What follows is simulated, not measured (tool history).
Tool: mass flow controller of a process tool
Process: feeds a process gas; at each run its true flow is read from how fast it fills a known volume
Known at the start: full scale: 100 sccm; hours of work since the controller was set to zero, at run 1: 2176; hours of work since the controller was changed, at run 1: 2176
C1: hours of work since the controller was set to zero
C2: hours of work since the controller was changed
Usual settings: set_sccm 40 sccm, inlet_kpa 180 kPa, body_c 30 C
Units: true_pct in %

run 1 hour=0.0 | set_sccm=40 inlet_kpa=180 body_c=30 | C1=2176 C2=2176 | true_pct=99.82
run 2 hour=195.1 | set_sccm=40 inlet_kpa=180 body_c=30 | C1=2249 C2=2249 | true_pct=99.77
run 3 hour=328.4 | set_sccm=40 inlet_kpa=180 body_c=30 | C1=2299 C2=2299 | true_pct=99.93
run 4 hour=464.8 | set_sccm=40 inlet_kpa=180 body_c=30 | C1=2350 C2=2350 | true_pct=100.06
run 5 hour=707.8 | set_sccm=40 inlet_kpa=180 body_c=30 | C1=2440 C2=2440 | true_pct=99.88
run 6 hour=929.3 | set_sccm=40 inlet_kpa=180 body_c=30 | C1=2523 C2=2523 | true_pct=99.95
run 7 hour=1043.8 | set_sccm=40 inlet_kpa=180 body_c=30 | C1=2566 C2=2566 | true_pct=99.86
run 8 hour=1257.1 | set_sccm=40 inlet_kpa=180 body_c=30 | C1=2645 C2=2645 | true_pct=99.91
run 9 hour=1448.7 | set_sccm=40 inlet_kpa=180 body_c=30 | C1=2717 C2=2717 | true_pct=99.76
run 10 hour=1678.8 | set_sccm=40 inlet_kpa=180 body_c=30 | C1=2803 C2=2803 | true_pct=100.03
run 11 hour=1930.3 | set_sccm=40 inlet_kpa=180 body_c=30 | C1=2896 C2=2896 | true_pct=99.81
run 12 hour=2105.7 | set_sccm=40 inlet_kpa=180 body_c=23 | C1=2962 C2=2962 | true_pct=99.34
run 13 hour=2237.3 | set_sccm=40 inlet_kpa=180 body_c=23 | C1=3011 C2=3011 | true_pct=99.43
run 14 hour=2453.0 | set_sccm=40 inlet_kpa=191 body_c=30 | C1=3091 C2=3091 | true_pct=99.89
run 15 hour=2583.2 | set_sccm=40 inlet_kpa=154 body_c=30 | C1=3140 C2=3140 | true_pct=99.78
run 16 hour=2815.5 | set_sccm=40 inlet_kpa=180 body_c=30 | C1=3226 C2=3226 | true_pct=99.96
run 17 hour=2976.0 | set_sccm=40 inlet_kpa=171 body_c=30 | C1=3286 C2=3286 | true_pct=99.83
run 18 hour=3166.7 | set_sccm=40 inlet_kpa=171 body_c=30 | C1=3357 C2=3357 | true_pct=99.72
run 19 hour=3279.9 | set_sccm=40 inlet_kpa=171 body_c=30 | C1=3400 C2=3400 | true_pct=99.80
run 20 hour=3389.4 | set_sccm=40 inlet_kpa=171 body_c=30 | C1=3440 C2=3440 | true_pct=99.85
run 21 hour=3588.8 | set_sccm=40 inlet_kpa=171 body_c=30 | C1=3515 C2=3515 | true_pct=99.78
run 22 hour=3709.7 | set_sccm=40 inlet_kpa=171 body_c=30 | C1=3560 C2=3560 | true_pct=99.83
run 23 hour=3878.1 | set_sccm=40 inlet_kpa=171 body_c=30 | C1=3623 C2=3623 | true_pct=99.73
run 24 hour=4044.2 | set_sccm=40 inlet_kpa=171 body_c=30 | C1=3685 C2=3685 | true_pct=99.70
run 25 hour=4295.7 | set_sccm=40 inlet_kpa=171 body_c=30 | C1=3778 C2=3778 | true_pct=99.83
run 26 hour=4450.7 | set_sccm=14 inlet_kpa=210 body_c=22 | C1=3836 C2=3836 | true_pct=99.40
run 27 hour=4620.1 | set_sccm=14 inlet_kpa=210 body_c=22 | C1=3899 C2=3899 | true_pct=99.41
run 28 hour=4846.8 | set_sccm=14 inlet_kpa=210 body_c=22 | C1=3984 C2=3984 | true_pct=99.27
run 29 hour=5048.6 | set_sccm=14 inlet_kpa=210 body_c=22 | C1=4059 C2=4059 | true_pct=99.55
run 30 hour=5251.2 | set_sccm=40 inlet_kpa=205 body_c=39 | C1=4135 C2=4135 | true_pct=100.57
run 31 hour=5413.9 | set_sccm=32 inlet_kpa=159 body_c=22 | C1=4195 C2=4195 | true_pct=99.14
run 32 hour=5656.8 | set_sccm=32 inlet_kpa=159 body_c=22 | C1=4286 C2=4286 | true_pct=99.18

The next listed run, before its measurement:
run 33 hour=5899.6 | set_sccm=10 inlet_kpa=180 body_c=30 | C1=4376 C2=4376 | true_pct=?

true_pct: 99.64 %
Without the tool's hidden state the same run would have given true_pct 99.68 %.
